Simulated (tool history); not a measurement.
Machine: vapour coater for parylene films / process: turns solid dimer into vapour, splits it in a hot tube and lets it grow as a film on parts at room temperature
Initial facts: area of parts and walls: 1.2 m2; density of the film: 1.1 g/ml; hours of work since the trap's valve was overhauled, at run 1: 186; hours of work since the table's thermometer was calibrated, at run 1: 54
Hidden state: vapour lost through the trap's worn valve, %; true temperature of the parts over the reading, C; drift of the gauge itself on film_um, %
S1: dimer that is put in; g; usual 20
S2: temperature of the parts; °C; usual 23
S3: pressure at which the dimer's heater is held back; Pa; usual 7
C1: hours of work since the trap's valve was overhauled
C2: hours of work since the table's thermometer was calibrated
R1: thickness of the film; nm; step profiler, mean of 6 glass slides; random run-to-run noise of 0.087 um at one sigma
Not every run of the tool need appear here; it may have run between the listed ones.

Run 1, hour 0: usual settings; C1 186; C2 54. Result: R1 10300 nm.
Run 2, hour 12.7: usual settings; C1 193; C2 61. Result: R1 10210 nm.
Run 3, hour 21.4: usual settings; C1 198; C2 66. Result: R1 10280 nm.
Run 4, hour 27.9: usual settings but S1 15 g; C1 202; C2 69. Result: R1 7710 nm.
Run 5, hour 40.9: usual settings but S1 15 g; C1 209; C2 77. Result: R1 7650 nm.
Run 6, hour 54.6: usual settings but S1 15 g; C1 217; C2 84. Result: R1 7790 nm.
Run 7, hour 68.2: usual settings but S1 15 g; C1 224; C2 92. Result: R1 7690 nm.
Run 8, hour 81.9: usual settings; C1 232; C2 100. Result: R1 10330 nm.
Run 9, hour 94: usual settings but S3 6.96 Pa; C1 239; C2 106. Result: R1 10290 nm.
Run 10, hour 105.2: usual settings; C1 245; C2 113. Result: R1 10110 nm.
Run 11, hour 117.3: usual settings; C1 252; C2 119. Result: R1 10260 nm.
Run 12, hour 126.4: usual settings; C1 257; C2 124. Result: R1 10120 nm.
Run 13, hour 140.2: usual settings; C1 265; C2 132. Result: R1 10190 nm.
Run 14, hour 156: usual settings but S1 27 g; C1 274; C2 141. Result: R1 13640 nm.
Run 15, hour 164.9: usual settings but S1 27 g; C1 279; C2 146. Result: R1 13680 nm.
Run 16, hour 177.1: usual settings but S1 27 g, S2 32 °C; C1 285; C2 153. Result: R1 10880 nm.
Run 17, hour 190: usual settings; C1 293; C2 160. Result: R1 10270 nm.
Run 18, hour 198: usual settings but S1 26 g; C1 297; C2 165. Result: R1 13040 nm.
Run 19, hour 207.6: usual settings but S1 17 g, S3 4.18 Pa; C1 303; C2 170. Result: R1 9450 nm.
Run 20, hour 217.4: usual settings but S1 11 g, S2 29 °C; C1 308; C2 175. Result: R1 4740 nm.
Run 21, hour 229.5: usual settings but S1 11 g, S2 29 °C; C1 315; C2 182. Result: R1 4720 nm.
Run 22, hour 243.2: usual settings but S1 11 g, S2 29 °C; C1 322; C2 190. Result: R1 4670 nm.
Run 23, hour 249.8: usual settings but S1 8 g, S2 20 °C, S3 2.52 Pa; C1 326; C2 194. Result: R1 5460 nm.
At hour 251.9: table's thermometer calibrated.
Run 24, hour 260: usual settings but S1 29 g, S3 2.49 Pa; C1 331; C2 5. Result: R1 18000 nm.
Run 25, hour 274.2: usual settings but S1 9 g, S2 17 °C, S3 3.65 Pa; C1 339; C2 12. Result: R1 6100 nm.
Run 26, hour 285.2: usual settings but S1 9 g, S2 16 °C, S3 4.84 Pa; C1 345; C2 19. Result: R1 5840 nm.
Run 27, hour 297.4: usual settings but S1 9 g, S2 16 °C, S3 4.84 Pa; C1 352; C2 25. Result: R1 5930 nm.
At hour 306.9: table's thermometer calibrated, once more.
Run 28, hour 313.3: usual settings but S1 28 g, S3 3.34 Pa; C1 361; C2 4. Result: R1 16370 nm.
Run 29, hour 321.8: usual settings but S1 27 g, S2 20 °C, S3 3.76 Pa; C1 365; C2 8. Result: R1 16890 nm.
Run 30, hour 332.4: usual settings but S1 10 g, S2 30 °C, S3 4.36 Pa; C1 371; C2 14. Result: R1 4610 nm.
Run 31, hour 344.3: usual settings but S1 12 g, S2 30 °C, S3 6.13 Pa; C1 378; C2 21. Result: R1 5090 nm.
Run 32, hour 358.7: usual settings but S1 12 g, S2 30 °C, S3 6.13 Pa; C1 386; C2 29. Result: R1 5060 nm.
At hour 368.6: trap's valve overhauled.
Run 33, hour 377.5: usual settings but S1 26 g, S2 30 °C, S3 6.74 Pa; C1 5; C2 37. Result: R1 11390 nm.
Run 34, hour 393: usual settings but S1 11 g, S2 31 °C, S3 6.74 Pa; C1 14; C2 46. Result: R1 4650 nm.

Predict each of these 5 candidate next runs independently; none follows another, all start after run 34:
Run A, hour 406.9: usual settings but S1 11 g, S2 29 °C, S3 5.7 Pa; C1 21; C2 54. Result: R1 ?.
Run B, hour 406.9: usual settings but S1 11 g, S2 25 °C, S3 6.74 Pa; C1 21; C2 54. Result: R1 ?.
Run C, hour 406.9: usual settings but S1 11 g; C1 21; C2 54. Result: R1 ?.
Run D, hour 406.9: usual settings but S1 22 g, S2 16 °C; C1 21; C2 54. Result: R1 ?.
Run E, hour 406.9: usual settings but S1 11 g, S2 31 °C, S3 5.07 Pa; C1 21; C2 54. Result: R1 ?.

run     R1
  A   5180
  B   5530
  C   5810
  D  14020
  E   4970
Had the tool no hidden state, the same runs would have come out as:
run     R1
  A   5210
  B   5560
  C   5840
  D  14100
  E   5000
